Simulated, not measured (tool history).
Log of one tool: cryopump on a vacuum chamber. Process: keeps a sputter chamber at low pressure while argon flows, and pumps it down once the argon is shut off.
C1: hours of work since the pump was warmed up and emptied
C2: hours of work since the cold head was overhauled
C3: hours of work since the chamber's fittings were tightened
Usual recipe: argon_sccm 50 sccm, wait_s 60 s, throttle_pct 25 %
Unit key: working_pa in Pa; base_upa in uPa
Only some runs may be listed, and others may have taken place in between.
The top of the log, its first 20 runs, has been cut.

{"run": 21, "hour": 863.7, "argon_sccm": 50, "wait_s": 21, "throttle_pct": 31, "C1": 297, "C2": 1480, "C3": 1323, "working_pa": 0.1464, "base_upa": 2.98}
{"run": 22, "hour": 913.7, "argon_sccm": 50, "wait_s": 21, "throttle_pct": 55, "C1": 318, "C2": 1501, "C3": 1344, "working_pa": 0.0855, "base_upa": 3.02}
{"run": 23, "hour": 968.2, "argon_sccm": 50, "wait_s": 21, "throttle_pct": 55, "C1": 341, "C2": 1524, "C3": 1367, "working_pa": 0.0863, "base_upa": 3.02}
{"run": 24, "hour": 1030.2, "argon_sccm": 57, "wait_s": 21, "throttle_pct": 59, "C1": 367, "C2": 1550, "C3": 1393, "working_pa": 0.094, "base_upa": 3.11}
{"hour": 1052.6, "done": "pump warmed up, emptied and cooled again"}
{"run": 25, "hour": 1069.6, "argon_sccm": 57, "wait_s": 116, "throttle_pct": 59, "C1": 7, "C2": 1565, "C3": 1407, "working_pa": 0.085, "base_upa": 1.59}
{"hour": 1077.2, "done": "leaking fittings of the chamber tightened, without venting"}
{"run": 26, "hour": 1130.6, "argon_sccm": 50, "wait_s": 60, "throttle_pct": 42, "C1": 32, "C2": 1589, "C3": 22, "working_pa": 0.1048, "base_upa": 0.79}
{"run": 27, "hour": 1195.3, "argon_sccm": 50, "wait_s": 60, "throttle_pct": 42, "C1": 59, "C2": 1617, "C3": 50, "working_pa": 0.1037, "base_upa": 0.83}
{"run": 28, "hour": 1255.2, "argon_sccm": 62, "wait_s": 36, "throttle_pct": 18, "C1": 84, "C2": 1642, "C3": 75, "working_pa": 0.3008, "base_upa": 1.25}
{"run": 29, "hour": 1302.8, "argon_sccm": 50, "wait_s": 134, "throttle_pct": 58, "C1": 104, "C2": 1662, "C3": 95, "working_pa": 0.0779, "base_upa": 0.54}
{"run": 30, "hour": 1336.0, "argon_sccm": 33, "wait_s": 60, "throttle_pct": 20, "C1": 118, "C2": 1676, "C3": 109, "working_pa": 0.1456, "base_upa": 0.86}
{"run": 31, "hour": 1369.5, "argon_sccm": 33, "wait_s": 60, "throttle_pct": 20, "C1": 132, "C2": 1690, "C3": 123, "working_pa": 0.1459, "base_upa": 0.88}
{"run": 32, "hour": 1433.8, "argon_sccm": 24, "wait_s": 23, "throttle_pct": 25, "C1": 160, "C2": 1717, "C3": 150, "working_pa": 0.0848, "base_upa": 1.86}
{"run": 33, "hour": 1461.9, "argon_sccm": 46, "wait_s": 36, "throttle_pct": 35, "C1": 171, "C2": 1729, "C3": 162, "working_pa": 0.1194, "base_upa": 1.34}
{"run": 34, "hour": 1497.4, "argon_sccm": 43, "wait_s": 160, "throttle_pct": 22, "C1": 186, "C2": 1744, "C3": 177, "working_pa": 0.1737, "base_upa": 0.6}

Alternative continuations, all from the tool just after run 34; predict every row:
{"run": "A", "hour": 1532.4, "argon_sccm": 29, "wait_s": 60, "throttle_pct": 25, "C1": 201, "C2": 1758, "C3": 191, "working_pa": "?", "base_upa": "?"}
{"run": "B", "hour": 1532.4, "argon_sccm": 37, "wait_s": 46, "throttle_pct": 49, "C1": 201, "C2": 1758, "C3": 191, "working_pa": "?", "base_upa": "?"}
{"run": "C", "hour": 1532.4, "argon_sccm": 43, "wait_s": 120, "throttle_pct": 22, "C1": 201, "C2": 1758, "C3": 191, "working_pa": "?", "base_upa": "?"}
{"run": "D", "hour": 1532.4, "argon_sccm": 43, "wait_s": 197, "throttle_pct": 22, "C1": 201, "C2": 1758, "C3": 191, "working_pa": "?", "base_upa": "?"}

run=A working_pa=0.1031 base_upa=0.92
run=B working_pa=0.0685 base_upa=1.12
run=C working_pa=0.173 base_upa=0.67
run=D working_pa=0.1727 base_upa=0.58
Take away the tool's hidden state, keep each run's random variation, and the runs would have read:
run=A working_pa=0.1001 base_upa=0.7
run=B working_pa=0.0647 base_upa=0.9
run=C working_pa=0.1685 base_upa=0.44
run=D working_pa=0.1682 base_upa=0.36
